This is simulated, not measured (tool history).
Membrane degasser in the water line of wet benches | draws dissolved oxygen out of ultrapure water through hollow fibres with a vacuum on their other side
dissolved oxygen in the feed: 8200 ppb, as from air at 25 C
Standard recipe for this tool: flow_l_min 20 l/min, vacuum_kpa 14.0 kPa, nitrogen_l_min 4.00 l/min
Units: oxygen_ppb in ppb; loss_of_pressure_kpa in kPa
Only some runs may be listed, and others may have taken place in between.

run	hour	flow_l_min	vacuum_kpa	nitrogen_l_min	oxygen_ppb	loss_of_pressure_kpa
1	0.0	20	14.0	4.00	260.5	48.35
# hour 46.5: vacuum gauge calibrated
2	53.6	20	12.5	4.00	244.4	48.13
3	97.7	20	14.0	4.00	264.7	48.68
4	136.1	20	14.0	4.00	262.2	48.11
5	191.1	20	14.0	4.00	261.9	48.03
6	238.5	20	31.9	4.00	462.5	48.53
7	286.7	20	31.9	4.00	469.2	48.77
8	326.0	20	31.9	4.00	476.5	48.75
9	385.1	20	31.9	4.00	467.3	48.23
# hour 435.1: vacuum gauge calibrated, once more
10	440.0	20	14.0	4.40	247.7	48.66
11	493.8	20	14.0	4.40	255.1	48.88
12	564.2	20	14.0	4.40	248.2	48.56
13	636.5	20	14.0	4.00	264.3	48.39
14	710.6	14	17.4	5.02	129.9	34.16
15	764.4	20	14.0	8.88	190.8	48.73
16	837.6	28	8.5	4.73	436.3	67.73
17	875.5	28	8.5	4.73	430.0	68.16
18	917.0	29	8.5	3.74	478.5	70.29
19	956.3	13	14.0	4.00	111.0	32.03
20	1009.2	13	11.7	1.86	165.1	31.67
21	1084.3	17	14.0	4.00	189.2	41.42
22	1123.8	20	14.0	1.92	393.2	48.75
23	1154.8	17	25.3	9.45	174.7	41.66
24	1213.1	19	14.7	8.77	176.8	46.45
25	1267.0	19	14.7	8.77	175.3	46.44

What if the next run were any one of these 4? Each begins from the tool's condition after run 25:
A	1330.5	25	15.9	2.57	?	?
B	1330.5	20	28.1	3.46	?	?
C	1330.5	20	13.8	3.69	?	?
D	1330.5	21	17.7	2.20	?	?

run	oxygen_ppb	loss_of_pressure_kpa
A	540.8	61.45
B	471.1	48.66
C	274.1	48.85
D	473.6	51.37
What these runs would have given with no unlogged condition in the tool:
run	oxygen_ppb	loss_of_pressure_kpa
A	515.8	59.84
B	454.5	47.38
C	258.4	47.57
D	455.2	50.02
